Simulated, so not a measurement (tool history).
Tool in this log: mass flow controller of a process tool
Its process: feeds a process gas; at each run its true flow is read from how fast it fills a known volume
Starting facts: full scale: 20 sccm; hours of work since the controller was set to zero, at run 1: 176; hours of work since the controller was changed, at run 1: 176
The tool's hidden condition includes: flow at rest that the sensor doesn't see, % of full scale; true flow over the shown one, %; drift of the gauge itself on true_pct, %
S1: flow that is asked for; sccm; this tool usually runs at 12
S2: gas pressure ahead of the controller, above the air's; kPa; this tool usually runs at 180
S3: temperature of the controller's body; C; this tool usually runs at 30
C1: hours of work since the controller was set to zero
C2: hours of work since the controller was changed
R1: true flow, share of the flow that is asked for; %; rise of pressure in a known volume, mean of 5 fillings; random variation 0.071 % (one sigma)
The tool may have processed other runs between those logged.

run	day	S1	S2	S3	C1	C2	R1
1	0	12	180	30	176	176	100.34
2	6.662	12	223	30	253	253	100.2
3	10.9	12	223	30	303	303	100.2
4	17.975	12	180	30	385	385	100.39
5	23.375	12	180	30	448	448	100.4
6	27.621	12	180	30	497	497	100.26
7	34.925	12	180	30	582	582	100.49
8	39.888	12	180	26	640	640	99.86
9	45.817	12	180	26	709	709	100.02
10	54.525	12	180	26	810	810	99.95
11	58.458	12	180	26	856	856	99.94
12	65.667	12	180	30	939	939	100.29
13	74.375	10	180	30	1041	1041	100.22
14	78.362	10	180	30	1087	1087	100.38
15	85.8	10	180	27	1173	1173	100.08
16	91.954	10	180	27	1245	1245	99.96
17	99.575	12	180	34	1334	1334	100.63
18	106.621	12	180	30	1416	1416	100.34
19	115.258	12	180	30	1516	1516	100.29
20	121.046	12	180	30	1583	1583	100.39
21	128.883	12	180	30	1674	1674	100.34
22	136.675	12	180	30	1765	1765	100.31
23	142.054	15	180	30	1827	1827	100.41
24	148.771	15	180	30	1906	1906	100.4
25	154.604	12	172	30	1973	1973	100.37
26	160.217	12	172	30	2039	2039	100.34
27	164.575	12	180	26	2089	2089	99.92
28	168.6	12	180	26	2136	2136	100.02
29	173.342	12	180	26	2191	2191	99.98
30	181.379	12	180	26	2285	2285	99.98
31	190.204	12	180	26	2387	2387	99.97
32	195.071	9	187	24	2444	2444	99.79
33	202.3	9	187	33	2528	2528	100.56
34	208.7	5	175	24	2602	2602	99.7
35	216.358	12	154	29	2691	2691	100.27
36	222.783	12	154	29	2766	2766	100.34
37	228.408	13	167	34	2831	2831	100.65
38	233.275	3	180	30	2888	2888	100.16

Run 39 has not been measured yet. What should we expect?
39	241.833	18	180	30	2987	2987	?

{"run 39": {"R1": 100.39}}
Take away the tool's hidden state, keep the run-to-run variation as it was, and the same run would have given R1 100.39 %.

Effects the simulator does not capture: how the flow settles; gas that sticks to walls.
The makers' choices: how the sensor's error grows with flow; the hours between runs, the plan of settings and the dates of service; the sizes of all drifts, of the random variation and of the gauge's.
